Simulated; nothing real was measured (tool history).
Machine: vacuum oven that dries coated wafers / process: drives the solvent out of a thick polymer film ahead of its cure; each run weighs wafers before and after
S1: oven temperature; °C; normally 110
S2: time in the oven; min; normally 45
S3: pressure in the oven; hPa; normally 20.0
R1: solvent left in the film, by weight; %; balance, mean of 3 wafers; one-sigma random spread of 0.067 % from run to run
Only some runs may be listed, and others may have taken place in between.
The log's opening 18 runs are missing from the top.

Run 19, hour 405.7: usual settings. Result: R1 5.10 %.
At hour 411.9: oven's thermocouples calibrated.
Run 20, hour 430.0: usual settings but S2 78 min. Result: R1 3.54 %.
Run 21, hour 449.6: usual settings but S2 78 min. Result: R1 3.54 %.
Run 22, hour 469.3: usual settings but S2 78 min. Result: R1 3.48 %.
Run 23, hour 492.9: usual settings but S1 113 °C. Result: R1 4.19 %.
Run 24, hour 520.8: usual settings but S1 105 °C. Result: R1 5.93 %.
Run 25, hour 551.9: usual settings but S1 105 °C. Result: R1 5.83 %.
Run 26, hour 574.6: usual settings but S1 109 °C, S2 66 min, S3 18.0 hPa. Result: R1 3.80 %.
Run 27, hour 588.6: usual settings but S1 99 °C, S3 19.0 hPa. Result: R1 7.04 %.
Run 28, hour 607.4: usual settings but S1 114 °C, S2 36 min, S3 19.0 hPa. Result: R1 4.63 %.
Run 29, hour 636.1: usual settings but S1 95 °C, S2 30 min, S3 19.0 hPa. Result: R1 8.84 %.
Run 30, hour 657.3: usual settings but S1 121 °C, S2 37 min, S3 74.8 hPa. Result: R1 7.54 %.
Run 31, hour 688.4: usual settings but S2 29 min, S3 23.9 hPa. Result: R1 6.46 %.
Run 32, hour 714.5: usual settings but S1 108 °C, S3 49.1 hPa. Result: R1 8.45 %.
Run 33, hour 746.3: usual settings but S1 104 °C, S2 26 min, S3 23.8 hPa. Result: R1 7.82 %.
Run 34, hour 771.6: usual settings but S1 103 °C, S2 26 min, S3 75.2 hPa. Result: R1 12.31 %.
Run 35, hour 802.7: usual settings but S1 98 °C, S2 23 min, S3 22.0 hPa. Result: R1 9.09 %.

Run 36 comes next. What will it give?
Run 36, hour 821.3: usual settings but S1 98 °C, S2 23 min, S3 22.0 hPa. Result: R1 ?.

{"run 36": {"R1": 9.25}}
With the hidden condition absent and the run-to-run variation left alone, this run would have shown R1 8.79 %.
